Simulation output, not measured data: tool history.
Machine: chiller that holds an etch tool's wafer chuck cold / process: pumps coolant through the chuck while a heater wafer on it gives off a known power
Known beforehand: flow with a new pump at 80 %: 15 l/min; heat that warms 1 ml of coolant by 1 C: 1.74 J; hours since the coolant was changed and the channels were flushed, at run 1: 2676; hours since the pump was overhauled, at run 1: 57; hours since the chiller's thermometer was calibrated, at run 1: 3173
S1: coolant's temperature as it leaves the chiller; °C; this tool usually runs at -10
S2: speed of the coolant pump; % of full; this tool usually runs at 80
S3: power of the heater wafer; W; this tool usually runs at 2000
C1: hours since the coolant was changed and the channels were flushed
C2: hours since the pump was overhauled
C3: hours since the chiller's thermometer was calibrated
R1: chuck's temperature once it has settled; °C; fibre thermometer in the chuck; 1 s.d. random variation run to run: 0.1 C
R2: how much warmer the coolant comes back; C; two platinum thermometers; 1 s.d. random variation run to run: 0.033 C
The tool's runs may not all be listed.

{"run": 1, "day": 0.0, "S1": -10, "S2": 80, "S3": 2000, "C1": 2676, "C2": 57, "C3": 3173, "R1": 7.7, "R2": 4.52}
{"run": 2, "day": 0.85, "S1": -10, "S2": 80, "S3": 2000, "C1": 2697, "C2": 78, "C3": 3193, "R1": 7.6, "R2": 4.53}
{"run": 3, "day": 1.65, "S1": -10, "S2": 80, "S3": 2000, "C1": 2716, "C2": 97, "C3": 3212, "R1": 7.6, "R2": 4.59}
{"run": 4, "day": 3.029, "S1": -10, "S2": 80, "S3": 2000, "C1": 2749, "C2": 130, "C3": 3245, "R1": 7.7, "R2": 4.6}
{"run": 5, "day": 4.346, "S1": -16, "S2": 80, "S3": 2000, "C1": 2780, "C2": 162, "C3": 3277, "R1": 1.8, "R2": 4.7}
{"run": 6, "day": 6.1, "S1": -10, "S2": 65, "S3": 2000, "C1": 2823, "C2": 204, "C3": 3319, "R1": 10.7, "R2": 5.68}
{"run": 7, "day": 7.642, "S1": -10, "S2": 80, "S3": 2000, "C1": 2860, "C2": 241, "C3": 3356, "R1": 7.8, "R2": 4.67}
{"day": 8.004, "done": "coolant pump overhauled"}
{"run": 8, "day": 9.017, "S1": -15, "S2": 80, "S3": 2000, "C1": 2888, "C2": 24, "C3": 3384, "R1": 3.0, "R2": 4.63}
{"run": 9, "day": 10.825, "S1": -15, "S2": 80, "S3": 2000, "C1": 2931, "C2": 68, "C3": 3427, "R1": 2.7, "R2": 4.71}
{"run": 10, "day": 12.158, "S1": -15, "S2": 80, "S3": 2000, "C1": 2963, "C2": 100, "C3": 3459, "R1": 2.8, "R2": 4.71}
{"day": 13.362, "done": "coolant pump overhauled, once more"}
{"run": 11, "day": 14.029, "S1": -10, "S2": 80, "S3": 1905, "C1": 3003, "C2": 16, "C3": 3499, "R1": 6.8, "R2": 4.38}
{"run": 12, "day": 15.483, "S1": -18, "S2": 89, "S3": 1905, "C1": 3038, "C2": 51, "C3": 3534, "R1": -2.6, "R2": 3.92}
{"run": 13, "day": 16.625, "S1": -14, "S2": 82, "S3": 2010, "C1": 3065, "C2": 78, "C3": 3562, "R1": 3.4, "R2": 4.48}
{"run": 14, "day": 17.688, "S1": -18, "S2": 93, "S3": 2010, "C1": 3091, "C2": 104, "C3": 3587, "R1": -2.3, "R2": 4.01}
{"run": 15, "day": 18.438, "S1": -17, "S2": 93, "S3": 1272, "C1": 3109, "C2": 122, "C3": 3605, "R1": -6.9, "R2": 2.53}
{"run": 16, "day": 20.179, "S1": -3, "S2": 83, "S3": 1437, "C1": 3151, "C2": 164, "C3": 3647, "R1": 9.5, "R2": 3.21}

Hidden state at the last listed run before each entry between runs and at the first one after, where it differs:
In the gap between runs 7 and 8: coolant pump overhauled (day 8.004)
  heat passed by the chuck's channels, % of clean ones': 94.4 -> 94.3; flow at a given pump speed, % of a new pump's: 98.7 -> 97.8; coolant's true temperature over the reading, C: 0.54 -> 0.55
  measured result minus the result with no hidden state, R1: +1.5 -> +1.7 °C; R2: +0.06 -> +0.10 C
In the gap between runs 10 and 11: coolant pump overhauled, once more (day 13.362)
  heat passed by the chuck's channels, % of clean ones': 94.2 -> 94.1; flow at a given pump speed, % of a new pump's: 97.6 -> 100; coolant's true temperature over the reading, C: 0.56 -> 0.57
  measured result minus the result with no hidden state, R1: +1.7 -> +1.4 °C; R2: +0.12 -> +0.00 C

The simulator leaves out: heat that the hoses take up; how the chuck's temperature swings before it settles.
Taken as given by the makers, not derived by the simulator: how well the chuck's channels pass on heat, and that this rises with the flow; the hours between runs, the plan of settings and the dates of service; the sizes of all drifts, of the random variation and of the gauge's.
